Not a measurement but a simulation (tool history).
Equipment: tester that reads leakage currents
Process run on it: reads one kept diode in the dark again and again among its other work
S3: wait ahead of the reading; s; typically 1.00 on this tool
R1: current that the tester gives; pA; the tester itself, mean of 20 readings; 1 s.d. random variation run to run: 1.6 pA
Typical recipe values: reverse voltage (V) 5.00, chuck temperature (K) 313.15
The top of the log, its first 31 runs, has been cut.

{"run": 32, "hour": 1402.9, "reverse voltage (V)": 1.62, "chuck temperature (K)": 326.15, "S3": 0.39, "R1": 1055.77}
{"run": 33, "hour": 1459.8, "reverse voltage (V)": 1.62, "chuck temperature (K)": 326.15, "S3": 0.39, "R1": 1053.44}
{"run": 34, "hour": 1517.8, "reverse voltage (V)": 1.08, "chuck temperature (K)": 313.15, "S3": 1.0, "R1": 332.59}
{"run": 35, "hour": 1551.5, "reverse voltage (V)": 1.93, "chuck temperature (K)": 324.15, "S3": 9.35, "R1": 953.35}
{"run": 36, "hour": 1601.8, "reverse voltage (V)": 7.11, "chuck temperature (K)": 295.15, "S3": 3.75, "R1": 126.05}
{"run": 37, "hour": 1642.5, "reverse voltage (V)": 12.9, "chuck temperature (K)": 299.15, "S3": 0.38, "R1": 225.65}
{"run": 38, "hour": 1669.3, "reverse voltage (V)": 12.9, "chuck temperature (K)": 299.15, "S3": 0.38, "R1": 224.47}
{"run": 39, "hour": 1708.3, "reverse voltage (V)": 12.9, "chuck temperature (K)": 299.15, "S3": 1.95, "R1": 219.99}
{"run": 40, "hour": 1754.7, "reverse voltage (V)": 1.81, "chuck temperature (K)": 313.15, "S3": 2.21, "R1": 390.63}

Here are 4 independent what-if runs from the current tool condition. What would each one return?
{"run": "A", "hour": 1809.4, "reverse voltage (V)": 9.26, "chuck temperature (K)": 315.15, "S3": 1.53, "R1": "?"}
{"run": "B", "hour": 1809.4, "reverse voltage (V)": 16.48, "chuck temperature (K)": 313.15, "S3": 2.21, "R1": "?"}
{"run": "C", "hour": 1809.4, "reverse voltage (V)": 2.06, "chuck temperature (K)": 313.15, "S3": 4.67, "R1": "?"}
{"run": "D", "hour": 1809.4, "reverse voltage (V)": 7.92, "chuck temperature (K)": 296.15, "S3": 1.28, "R1": "?"}

run=A R1=783.33
run=B R1=796.80
run=C R1=407.34
run=D R1=144.41
With no hidden state in the tool, these same runs would have given:
run=A R1=782.92
run=B R1=796.33
run=C R1=407.14
run=D R1=144.29
